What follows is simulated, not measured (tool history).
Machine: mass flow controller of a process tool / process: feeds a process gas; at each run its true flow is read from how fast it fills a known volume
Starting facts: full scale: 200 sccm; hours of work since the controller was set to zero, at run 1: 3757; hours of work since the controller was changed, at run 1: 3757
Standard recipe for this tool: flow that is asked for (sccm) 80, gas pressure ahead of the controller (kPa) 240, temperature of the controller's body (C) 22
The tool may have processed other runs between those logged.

run	hour	flow that is asked for (sccm)	gas pressure ahead of the controller (kPa)	temperature of the controller's body (C)	hours of work since the controller was set to zero	hours of work since the controller was changed	true flow (%)
1	0	80	240	22	3757	3757	95.22
2	129	80	240	38	3801	3801	94.01
3	331.8	80	240	38	3870	3870	93.85
4	489.8	80	240	38	3924	3924	93.95
5	589.6	80	240	38	3959	3959	93.83
6	720.3	80	240	38	4004	4004	93.8
7	903.3	80	196	22	4066	4066	94.97
8	1029.9	80	196	22	4110	4110	94.67
9	1140.7	80	196	22	4148	4148	94.79
10	1310.3	80	196	22	4206	4206	94.64
11	1459.9	80	196	22	4257	4257	94.43
12	1618.3	80	196	22	4311	4311	94.62
13	1784.7	80	240	22	4369	4369	94.69
14	1970.8	80	150	22	4432	4432	94.15
15	2086.9	80	150	22	4472	4472	94.16
16	2187	80	150	22	4506	4506	94.21
17	2376.1	80	240	22	4571	4571	94.52
18	2557.6	80	240	22	4634	4634	94.54
19	2739.1	80	195	22	4696	4696	94.12
20	2900.1	80	195	22	4751	4751	94.08
21	3012.3	80	195	22	4789	4789	94.02
22	3186	32	173	26	4849	4849	89.61
23	3337	32	203	26	4901	4901	89.62
24	3455.4	84	240	22	4941	4941	94.39
# hour 3474.6: controller's zero set anew
25	3573	59	144	37	34	4982	89.76
26	3687.6	32	240	22	73	5021	86.81
27	3864.8	80	240	25	134	5082	92.61
28	4041	80	145	22	194	5142	92.43
29	4123	50	165	22	222	5170	89.99
30	4299.1	28	234	22	283	5231	85.12
31	4388.5	28	234	26	313	5261	84.74
# hour 4498.9: controller's zero set anew, once more
32	4552.1	28	234	26	18	5317	95.56
33	4722.8	92	240	22	77	5376	96.31
34	4912.5	55	233	23	142	5441	95.85
35	5093.9	55	233	23	204	5503	95.78
36	5195.2	37	240	35	239	5538	94.64
37	5355.9	45	240	30	294	5593	94.93
38	5498.7	144	144	22	343	5642	96.25
39	5639.7	40	144	35	391	5690	93.86
40	5788	25	240	21	442	5741	95.11

Forecast each of these 3 alternatives for the next run:
A	5980.5	30	190	22	508	5807	?
B	5980.5	111	240	21	508	5807	?
C	5980.5	21	153	23	508	5807	?

run	true flow (%)
A	94.82
B	96.29
C	94.14
With no hidden state in the tool, these same runs would have given:
run	true flow (%)
A	98.64
B	99.63
C	98.25
